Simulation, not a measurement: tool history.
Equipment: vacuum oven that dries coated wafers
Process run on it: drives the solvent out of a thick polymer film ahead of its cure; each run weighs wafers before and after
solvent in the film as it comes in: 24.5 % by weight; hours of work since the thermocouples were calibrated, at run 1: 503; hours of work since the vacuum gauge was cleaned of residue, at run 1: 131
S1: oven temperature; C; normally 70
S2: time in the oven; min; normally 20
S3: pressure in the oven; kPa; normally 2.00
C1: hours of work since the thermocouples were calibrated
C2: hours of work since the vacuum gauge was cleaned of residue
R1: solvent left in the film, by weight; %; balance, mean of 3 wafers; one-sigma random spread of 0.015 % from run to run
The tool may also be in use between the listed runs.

run     day  S1  S2    S3   C1   C2     R1
  1   0.000  70  20  2.00  503  131   7.12
  2   0.746  56  20  2.00  515  143  15.53
  3   1.917  56  20  2.00  533  162  15.53
  4   3.254  56  20  2.00  555  183  15.45
  5   4.517  56  20  2.00  575  203  15.49
  6   5.738  56  20  2.00  594  223  15.50
  7   6.750  56  20  2.00  611  239  15.44
  8   7.738  56  20  2.00  626  255  15.47
  9   8.588  56  20  2.00  640  268  15.48
 10   9.392  56  20  2.00  653  281  15.44
 11  10.725  56  20  2.00  674  302  15.46
 12  12.062  56  20  2.00  695  324  15.44
 13  13.638  56  20  2.00  721  349  15.45
 14  14.304  70  10  2.00  731  360  11.43
 15  15.354  69  10  2.00  748  376  12.00
 16  16.446  69  10  2.00  765  394  11.96
 17  17.575  69  10  2.00  784  412  11.97
 18  18.408  58  10  2.00  797  425  17.30
 19  19.396  70  20  2.00  813  441   6.97
 20  20.142  70  20  2.00  824  453   6.95
 21  21.358  80  20  2.00  844  472   2.57
     21.917  -- oven's thermocouples calibrated
 22  22.688  70  20  2.00   12  492   7.34
 23  24.233  70  30  2.00   37  517   5.10
 24  25.242  70  30  2.00   53  533   5.10
 25  26.725  70  11  5.17   77  557  13.84
 26  27.379  70  11  5.17   87  567  13.84
 27  28.792  70  28  3.57  110  590   7.29
 28  29.771  84  28  1.09  125  605   0.93
 29  30.450  64  23  2.28  136  616  10.55
 30  31.221  79  20  4.20  149  629   4.99
 31  32.754  79  15  6.00  173  653   7.53
 32  33.738  62  15  2.77  189  669  14.63
 33  34.633  70  21  1.90  203  683   6.85
 34  36.192  70  21  1.90  228  708   6.83
 35  37.150  70  21  1.90  243  723   6.82
 36  38.162  70  21  1.90  260  739   6.82
 37  38.892  77  12  2.87  271  751   7.02
 38  40.100  58  18  2.87  291  770  15.98
 39  41.133  70  16  4.22  307  787  10.85
 40  42.296  85  12  2.46  326  806   3.05
 41  43.696  85  12  2.46  348  828   3.05
 42  45.079  57  10  6.09  370  850  21.13
 43  46.138  64  11  2.73  387  867  14.94
 44  46.800  75  22  4.79  398  878   6.92
 45  47.679  75  19  4.84  412  892   7.54
 46  48.967  57  31  3.56  432  912  15.05
 47  50.246  57  36  3.56  453  933  14.38
 48  51.046  57  36  3.56  465  945  14.34

Here are 3 independent what-if runs from the current tool condition. What would each one return?
  A  52.312  80  25  5.10  486  966   ?
  B  52.312  70  19  2.00  486  966   ?
  C  52.312  57  36  5.42  486  966   ?

run     R1
  A   4.98
  B   7.45
  C  17.24
Had the tool no hidden state, the same runs would have come out as:
run     R1
  A   4.97
  B   7.51
  C  17.29
